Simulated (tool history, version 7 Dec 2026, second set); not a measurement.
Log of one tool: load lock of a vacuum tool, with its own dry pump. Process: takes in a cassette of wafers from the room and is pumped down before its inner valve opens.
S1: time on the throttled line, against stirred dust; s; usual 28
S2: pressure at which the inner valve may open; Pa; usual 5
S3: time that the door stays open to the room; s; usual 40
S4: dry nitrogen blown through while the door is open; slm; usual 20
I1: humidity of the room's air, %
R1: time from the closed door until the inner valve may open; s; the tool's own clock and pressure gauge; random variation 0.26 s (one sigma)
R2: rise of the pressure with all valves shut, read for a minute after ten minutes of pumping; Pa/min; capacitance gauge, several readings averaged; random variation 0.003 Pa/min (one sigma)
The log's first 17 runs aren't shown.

run    hour  S1  S2   S3  S4    I1    R1     R2
 18  1523.4  28   5  210  20  47.9  37.7  0.112
 19  1583.0  15   5   40  39  46.4  25.0  0.027
 20  1672.2  15   5   40  39  40.9  25.6  0.027
 21  1768.0  15   5   40  39  46.0  24.9  0.034
 22  1881.9  15   5   40  39  47.5  25.6  0.030
 23  1956.8  46   8   34  20  44.9  53.3  0.038
 24  2072.5  46   8   34  20  46.9  53.2  0.034
 25  2138.7  46   5   44  20  44.5  53.3  0.040
 26  2195.9  16   5   80   9  47.1  26.4  0.089
 27  2300.6  27   5   36   9  42.6  35.8  0.053
 28  2382.3  56   5   67  27  48.1  62.5  0.052
 29  2469.8  56   5   60  27  42.0  62.9  0.036
 30  2545.6  34   5   60  27  46.4  43.0  0.038
 31  2594.9  28   5   27  20  45.1  37.1  0.033
 32  2711.0  28   5   27  20  45.8  36.9  0.028
 33  2811.0  28   5   27  20  44.6  37.3  0.029
 34  2899.3  28   5   27  20  43.5  37.8  0.030
 35  2998.6  28   5   27  20  46.0  37.6  0.032
 36  3074.3  28   5   40  20  41.4  37.6  0.039

5 ways to go on from here, each from the tool as it stands after run 36. What would each give?
  A  3173.8  28   4   40  30  41.4   ?   ?
  B  3173.8  19   9   40  20  45.2   ?   ?
  C  3173.8  41   5   76  20  46.1   ?   ?
  D  3173.8  50   5   40  20  45.4   ?   ?
  E  3173.8  28  10  139   5  42.3   ?   ?

run    R1     R2
  A  37.7  0.031
  B  28.3  0.043
  C  49.0  0.056
  D  57.3  0.041
  E  36.2  0.138
Without the tool's hidden state the same runs would have given:
run    R1     R2
  A  37.7  0.030
  B  28.3  0.042
  C  49.0  0.055
  D  57.3  0.040
  E  36.2  0.138

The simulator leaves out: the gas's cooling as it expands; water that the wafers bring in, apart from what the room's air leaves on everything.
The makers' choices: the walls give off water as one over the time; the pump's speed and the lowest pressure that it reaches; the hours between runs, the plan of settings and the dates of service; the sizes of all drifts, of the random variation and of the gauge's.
